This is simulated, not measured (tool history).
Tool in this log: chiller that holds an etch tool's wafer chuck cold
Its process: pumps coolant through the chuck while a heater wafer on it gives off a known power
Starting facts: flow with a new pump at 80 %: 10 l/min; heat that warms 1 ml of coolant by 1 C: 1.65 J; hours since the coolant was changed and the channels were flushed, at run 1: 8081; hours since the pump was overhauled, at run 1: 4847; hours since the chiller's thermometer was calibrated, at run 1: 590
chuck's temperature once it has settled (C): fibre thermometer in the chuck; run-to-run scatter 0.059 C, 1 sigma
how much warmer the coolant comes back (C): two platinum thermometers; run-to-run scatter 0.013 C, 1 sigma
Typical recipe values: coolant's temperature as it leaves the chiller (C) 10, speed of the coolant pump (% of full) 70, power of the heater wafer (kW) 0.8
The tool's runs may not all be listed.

run	hour	coolant's temperature as it leaves the chiller (C)	speed of the coolant pump (% of full)	power of the heater wafer (kW)	hours since the coolant was changed and the channels were flushed	hours since the pump was overhauled	hours since the chiller's thermometer was calibrated	chuck's temperature once it has settled (C)	how much warmer the coolant comes back (C)
1	0	10	70	0.8	8081	4847	590	18.66	3.46
2	158.8	10	70	0.8	8240	5005	749	18.64	3.48
3	279.7	10	70	0.8	8361	5126	870	18.65	3.44
4	407.9	10	70	0.8	8489	5255	998	18.74	3.48
5	529.8	10	70	0.8	8611	5377	1120	18.74	3.47
6	660.8	10	70	0.8	8742	5507	1251	18.75	3.46
7	778.8	10	70	0.8	8860	5625	1369	18.74	3.48
8	873.1	10	70	0.8	8954	5720	1463	18.7	3.47
9	979.6	0	70	0.8	9061	5826	1569	8.73	3.52
10	1094.8	10	70	0.8	9176	5942	1685	18.76	3.51
11	1173.3	10	70	0.8	9254	6020	1763	18.69	3.48
12	1255	12	70	0.8	9336	6102	1845	20.92	3.49
13	1337	12	70	0.8	9418	6184	1927	20.92	3.49
14	1493.8	12	70	0.8	9575	6340	2084	21.03	3.5
# hour 1536.7: chiller's thermometer calibrated
15	1635.9	9	70	0.8	9716	6482	99	17.64	3.49
16	1773.4	9	70	0.8	9853	6619	237	17.66	3.5
17	1854	10	70	1.184	9934	6700	317	22.97	5.19
18	2009.5	10	70	1.184	10090	6855	473	22.95	5.18
19	2088.6	10	70	1.184	10169	6934	552	22.84	5.2
# hour 2269.7: coolant changed, channels flushed
20	2274.6	16	97	0.486	5	7114	732	19.73	1.52
21	2418.5	6	60	0.418	149	7258	876	10.82	2.16
22	2594.9	14	72	0.564	325	7435	1052	19.66	2.41
23	2768.4	10	97	0.778	499	7608	1226	15.95	2.42
24	2858.3	4	93	0.432	589	7698	1316	7.45	1.39
25	2937.6	14	60	0.542	668	7777	1395	20.44	2.81
26	3083	9	70	0.8	813	7923	1540	17.24	3.54
27	3208.6	6	79	0.8	939	8048	1666	13.43	3.12
28	3304.7	6	79	0.8	1035	8144	1762	13.41	3.12
29	3479.5	9	61	0.706	1210	8319	1937	17.29	3.61
30	3575.4	9	61	0.706	1306	8415	2033	17.24	3.6
# hour 3675.6: chiller's thermometer calibrated
31	3742.1	10	77	0.999	1471	8581	66	19.33	4.02

Consider 3 possible next runs. They are alternatives, not a sequence: every one starts from the tool as it was left by run 31. What does each give?
A	3931.3	10	65	0.999	1661	8770	256	?	?
B	3931.3	5	76	0.45	1661	8770	256	?	?
C	3931.3	10	73	0.573	1661	8770	256	?	?

run	chuck's temperature once it has settled (C)	how much warmer the coolant comes back (C)
A	20.9	4.76
B	9.22	1.8
C	15.65	2.44
With the hidden condition removed and each run's random variation left untouched, the same runs would have given:
run	chuck's temperature once it has settled (C)	how much warmer the coolant comes back (C)
A	20.25	4.5
B	9	1.7
C	15.35	2.31
